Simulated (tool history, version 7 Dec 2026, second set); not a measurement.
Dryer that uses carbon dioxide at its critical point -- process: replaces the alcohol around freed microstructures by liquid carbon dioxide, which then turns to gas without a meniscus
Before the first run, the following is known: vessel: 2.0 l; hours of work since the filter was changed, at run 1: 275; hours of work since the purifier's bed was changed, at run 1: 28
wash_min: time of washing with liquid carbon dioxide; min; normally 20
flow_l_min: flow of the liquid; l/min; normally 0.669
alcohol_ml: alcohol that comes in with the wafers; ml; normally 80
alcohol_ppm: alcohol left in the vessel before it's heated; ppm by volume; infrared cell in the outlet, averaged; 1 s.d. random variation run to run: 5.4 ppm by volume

| run | hour | wash_min | flow_l_min | alcohol_ml | hours of work since the filter was changed | hours of work since the purifier's bed was changed | alcohol_ppm |
|---|---|---|---|---|---|---|---|
| 1 | 0.0 | 20 | 0.669 | 80 | 275 | 28 | 219 |
| 2 | 7.4 | 20 | 0.669 | 80 | 281 | 33 | 238 |
| 3 | 13.7 | 20 | 0.669 | 80 | 286 | 38 | 229 |
| 4 | 21.1 | 20 | 0.652 | 80 | 291 | 44 | 260 |
| 5 | 25.9 | 20 | 0.652 | 80 | 295 | 47 | 274 |
| 6 | 34.0 | 20 | 0.652 | 80 | 301 | 54 | 273 |
| 7 | 41.3 | 20 | 0.713 | 80 | 307 | 59 | 186 |
| 8 | 49.2 | 20 | 0.669 | 80 | 313 | 65 | 250 |
| 9 | 55.0 | 20 | 0.669 | 80 | 317 | 69 | 252 |
| 10 | 64.0 | 20 | 0.502 | 80 | 324 | 76 | 899 |
| 11 | 70.5 | 20 | 0.502 | 80 | 329 | 81 | 899 |
| 12 | 77.0 | 20 | 0.502 | 80 | 334 | 86 | 924 |
| 13 | 81.3 | 20 | 0.502 | 80 | 337 | 89 | 930 |
| 14 | 89.1 | 20 | 0.502 | 80 | 343 | 95 | 891 |
| 15 | 97.1 | 20 | 0.502 | 80 | 349 | 101 | 940 |
| 16 | 102.1 | 20 | 0.502 | 80 | 353 | 105 | 880 |
|  | 105.6 | inlet filter changed |
| 17 | 109.0 | 20 | 0.777 | 80 | 3 | 110 | 78 |
| 18 | 113.0 | 20 | 0.777 | 80 | 6 | 113 | 80 |
| 19 | 117.3 | 16 | 0.669 | 80 | 9 | 116 | 462 |
| 20 | 125.5 | 20 | 0.763 | 80 | 15 | 122 | 97 |

What does the tool deliver on the next run?
| 21 | 130.6 | 16 | 0.422 | 28 | 19 | 126 | ? |

Run 21 produced alcohol_ppm 840 ppm by volume.
Without the tool's hidden state the same run would have given alcohol_ppm 794 ppm by volume.
